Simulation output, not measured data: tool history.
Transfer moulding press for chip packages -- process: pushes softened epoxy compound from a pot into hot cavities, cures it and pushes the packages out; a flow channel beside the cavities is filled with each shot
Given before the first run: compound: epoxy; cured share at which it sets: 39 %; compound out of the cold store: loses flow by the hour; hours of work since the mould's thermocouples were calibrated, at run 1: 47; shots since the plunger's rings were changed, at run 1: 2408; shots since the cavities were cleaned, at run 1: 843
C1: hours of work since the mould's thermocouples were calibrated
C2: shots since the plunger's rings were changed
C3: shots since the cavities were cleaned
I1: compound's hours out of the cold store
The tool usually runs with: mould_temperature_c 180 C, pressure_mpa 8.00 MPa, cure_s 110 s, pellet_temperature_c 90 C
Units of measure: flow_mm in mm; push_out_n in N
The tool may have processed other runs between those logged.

run 1 day=0.000 | mould_temperature_c=180 pressure_mpa=8.00 cure_s=110 pellet_temperature_c=90 | C1=47 C2=2408 C3=843 | I1=46.0 | flow_mm=540 push_out_n=433
-- day=0.379 cavities cleaned with cleaning compound and waxed
run 2 day=0.450 | mould_temperature_c=173 pressure_mpa=8.00 cure_s=110 pellet_temperature_c=90 | C1=51 C2=2475 C3=13 | I1=22.1 | flow_mm=584 push_out_n=751
run 3 day=0.646 | mould_temperature_c=180 pressure_mpa=8.00 cure_s=110 pellet_temperature_c=90 | C1=53 C2=2508 C3=46 | I1=30.8 | flow_mm=567 push_out_n=504
run 4 day=0.808 | mould_temperature_c=180 pressure_mpa=8.00 cure_s=110 pellet_temperature_c=90 | C1=55 C2=2536 C3=74 | I1=38.6 | flow_mm=548 push_out_n=504
run 5 day=1.208 | mould_temperature_c=180 pressure_mpa=8.00 cure_s=110 pellet_temperature_c=90 | C1=59 C2=2605 C3=143 | I1=35.2 | flow_mm=556 push_out_n=480
run 6 day=1.542 | mould_temperature_c=180 pressure_mpa=8.00 cure_s=110 pellet_temperature_c=90 | C1=63 C2=2662 C3=200 | I1=36.2 | flow_mm=553 push_out_n=499
run 7 day=1.900 | mould_temperature_c=180 pressure_mpa=8.00 cure_s=110 pellet_temperature_c=96 | C1=67 C2=2723 C3=261 | I1=13.5 | flow_mm=588 push_out_n=483
-- day=2.183 cavities cleaned with cleaning compound and waxed, once more
run 8 day=2.333 | mould_temperature_c=180 pressure_mpa=8.00 cure_s=110 pellet_temperature_c=96 | C1=70 C2=2787 C3=26 | I1=43.8 | flow_mm=545 push_out_n=223
run 9 day=2.650 | mould_temperature_c=180 pressure_mpa=8.00 cure_s=110 pellet_temperature_c=96 | C1=74 C2=2841 C3=80 | I1=34.9 | flow_mm=553 push_out_n=262
run 10 day=2.838 | mould_temperature_c=180 pressure_mpa=8.00 cure_s=110 pellet_temperature_c=96 | C1=76 C2=2874 C3=113 | I1=9.4 | flow_mm=585 push_out_n=262
run 11 day=3.046 | mould_temperature_c=180 pressure_mpa=8.00 cure_s=110 pellet_temperature_c=96 | C1=78 C2=2909 C3=148 | I1=11.9 | flow_mm=583 push_out_n=292
run 12 day=3.267 | mould_temperature_c=180 pressure_mpa=8.00 cure_s=110 pellet_temperature_c=96 | C1=80 C2=2947 C3=186 | I1=12.2 | flow_mm=583 push_out_n=291
run 13 day=3.612 | mould_temperature_c=180 pressure_mpa=8.00 cure_s=110 pellet_temperature_c=90 | C1=84 C2=3006 C3=245 | I1=18.3 | flow_mm=569 push_out_n=314
run 14 day=3.783 | mould_temperature_c=180 pressure_mpa=8.00 cure_s=110 pellet_temperature_c=90 | C1=86 C2=3036 C3=275 | I1=40.0 | flow_mm=543 push_out_n=318
run 15 day=4.125 | mould_temperature_c=180 pressure_mpa=8.00 cure_s=110 pellet_temperature_c=90 | C1=89 C2=3094 C3=333 | I1=38.2 | flow_mm=548 push_out_n=336
run 16 day=4.433 | mould_temperature_c=180 pressure_mpa=8.00 cure_s=110 pellet_temperature_c=90 | C1=92 C2=3147 C3=386 | I1=14.3 | flow_mm=580 push_out_n=344
run 17 day=4.742 | mould_temperature_c=180 pressure_mpa=8.79 cure_s=110 pellet_temperature_c=98 | C1=96 C2=3200 C3=439 | I1=44.4 | flow_mm=562 push_out_n=366
run 18 day=5.000 | mould_temperature_c=180 pressure_mpa=9.07 cure_s=110 pellet_temperature_c=81 | C1=98 C2=3245 C3=484 | I1=19.3 | flow_mm=610 push_out_n=366
run 19 day=5.388 | mould_temperature_c=180 pressure_mpa=9.07 cure_s=110 pellet_temperature_c=81 | C1=102 C2=3311 C3=550 | I1=28.3 | flow_mm=593 push_out_n=383
run 20 day=5.683 | mould_temperature_c=180 pressure_mpa=9.07 cure_s=110 pellet_temperature_c=81 | C1=106 C2=3362 C3=601 | I1=13.8 | flow_mm=615 push_out_n=391
run 21 day=6.008 | mould_temperature_c=180 pressure_mpa=7.72 cure_s=110 pellet_temperature_c=99 | C1=109 C2=3417 C3=656 | I1=24.2 | flow_mm=554 push_out_n=387
run 22 day=6.171 | mould_temperature_c=180 pressure_mpa=7.72 cure_s=110 pellet_temperature_c=99 | C1=111 C2=3445 C3=684 | I1=38.1 | flow_mm=533 push_out_n=384
run 23 day=6.396 | mould_temperature_c=180 pressure_mpa=8.00 cure_s=108 pellet_temperature_c=90 | C1=113 C2=3484 C3=723 | I1=41.5 | flow_mm=536 push_out_n=407
run 24 day=6.775 | mould_temperature_c=184 pressure_mpa=8.00 cure_s=140 pellet_temperature_c=90 | C1=117 C2=3549 C3=788 | I1=38.2 | flow_mm=538 push_out_n=354
run 25 day=7.062 | mould_temperature_c=181 pressure_mpa=9.54 cure_s=141 pellet_temperature_c=84 | C1=120 C2=3598 C3=837 | I1=9.8 | flow_mm=637 push_out_n=343
run 26 day=7.350 | mould_temperature_c=180 pressure_mpa=7.52 cure_s=117 pellet_temperature_c=90 | C1=123 C2=3648 C3=887 | I1=14.1 | flow_mm=560 push_out_n=398
-- day=7.454 cavities cleaned with cleaning compound and waxed
run 27 day=7.692 | mould_temperature_c=180 pressure_mpa=7.52 cure_s=117 pellet_temperature_c=90 | C1=126 C2=3696 C3=41 | I1=15.9 | flow_mm=561 push_out_n=230
run 28 day=8.008 | mould_temperature_c=183 pressure_mpa=9.56 cure_s=150 pellet_temperature_c=81 | C1=129 C2=3750 C3=95 | I1=18.4 | flow_mm=615 push_out_n=218
run 29 day=8.225 | mould_temperature_c=183 pressure_mpa=9.56 cure_s=150 pellet_temperature_c=81 | C1=131 C2=3787 C3=132 | I1=47.1 | flow_mm=574 push_out_n=222

Each run again, without the hidden state but with its own random variation kept:
Hidden state present: true mould temperature over the reading, C; pressure that reaches the compound, % of what is set; grip of the stained cavities, % over clean ones'; drift of the gauge itself on flow_mm, %; drift of the gauge itself on push_out_n, %.
run=1 flow_mm=558 push_out_n=238
run=2 flow_mm=604 push_out_n=332
run=3 flow_mm=587 push_out_n=220
run=4 flow_mm=567 push_out_n=223
run=5 flow_mm=576 push_out_n=217
run=6 flow_mm=574 push_out_n=227
run=7 flow_mm=611 push_out_n=214
run=8 flow_mm=566 push_out_n=211
run=9 flow_mm=575 push_out_n=229
run=10 flow_mm=608 push_out_n=217
run=11 flow_mm=607 push_out_n=234
run=12 flow_mm=608 push_out_n=224
run=13 flow_mm=593 push_out_n=228
run=14 flow_mm=567 push_out_n=224
run=15 flow_mm=572 push_out_n=228
run=16 flow_mm=606 push_out_n=222
run=17 flow_mm=588 push_out_n=232
run=18 flow_mm=638 push_out_n=225
run=19 flow_mm=621 push_out_n=231
run=20 flow_mm=644 push_out_n=228
run=21 flow_mm=581 push_out_n=222
run=22 flow_mm=559 push_out_n=218
run=23 flow_mm=563 push_out_n=227
run=24 flow_mm=565 push_out_n=195
run=25 flow_mm=670 push_out_n=184
run=26 flow_mm=589 push_out_n=213
run=27 flow_mm=590 push_out_n=210
run=28 flow_mm=648 push_out_n=183
run=29 flow_mm=605 push_out_n=176
